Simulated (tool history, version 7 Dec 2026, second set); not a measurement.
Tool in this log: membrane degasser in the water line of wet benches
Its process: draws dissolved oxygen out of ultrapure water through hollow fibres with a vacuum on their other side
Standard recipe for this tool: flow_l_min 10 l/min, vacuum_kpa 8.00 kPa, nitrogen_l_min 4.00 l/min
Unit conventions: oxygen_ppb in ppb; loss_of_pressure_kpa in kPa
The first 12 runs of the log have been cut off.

run,hour,flow_l_min,vacuum_kpa,nitrogen_l_min,hours since the membrane was changed,hours since the vacuum gauge was calibrated,hours since the vacuum lines were made tight,oxygen_ppb,loss_of_pressure_kpa
13,1426.6,10,8.00,4.00,2600,3078,1348,315.6,28.57
14,1606.0,10,8.00,5.02,2779,3258,1527,304.2,28.38
15,1755.7,10,8.00,4.00,2929,3408,1677,311.8,29.01
16,1873.4,7,8.00,4.00,3047,3525,1795,216.5,20.24
17,2004.0,10,19.16,4.00,3177,3656,1925,385.9,28.73
18,2158.4,10,19.16,4.00,3332,3810,2080,385.6,28.93
19,2311.5,11,10.11,7.54,3485,3963,2233,353.3,32.04
20,2479.6,10,7.79,4.00,3653,4131,2401,325.4,29.00
21,2612.0,7,19.60,4.00,3785,4264,2533,273.1,20.29
22,2696.6,10,6.45,4.00,3870,4348,2618,317.7,29.06
23,2858.7,8,6.45,4.00,4032,4511,2780,254.8,23.34
24,3027.8,8,6.45,4.00,4201,4680,2949,253.9,23.52
25,3130.3,8,6.45,4.00,4304,4782,3051,264.8,23.36
26,3306.8,8,6.45,4.00,4480,4959,3228,255.8,23.48
27,3464.8,7,19.84,5.66,4638,5117,3386,257.4,20.61
# hour 3512.0: vacuum gauge calibrated
28,3549.8,8,6.33,10.63,4723,38,3470,252.2,23.72
29,3677.5,12,15.04,1.87,4850,165,3598,549.0,35.50
30,3808.4,9,11.49,4.00,4981,296,3729,333.5,26.72
31,3971.0,9,11.49,9.37,5144,459,3892,303.3,26.51
# hour 4068.6: seals of the vacuum lines changed
32,4094.6,10,6.55,11.09,5265,581,26,330.7,29.76
33,4251.6,10,6.55,11.09,5422,738,183,324.0,29.76

Each row is a separate what-if for the run after 33, all from the same tool condition, not one after another. Results?
A,4377.4,7,4.94,5.89,5548,863,309,?,?
B,4377.4,13,5.82,4.00,5548,863,309,?,?
C,4377.4,14,6.55,11.09,5548,863,309,?,?

run,oxygen_ppb,loss_of_pressure_kpa
A,225.2,20.86
B,442.6,38.82
C,459.1,41.41
What these runs would have given with no unlogged condition in the tool:
run,oxygen_ppb,loss_of_pressure_kpa
A,171.1,19.34
B,355.4,36.02
C,368.2,38.39
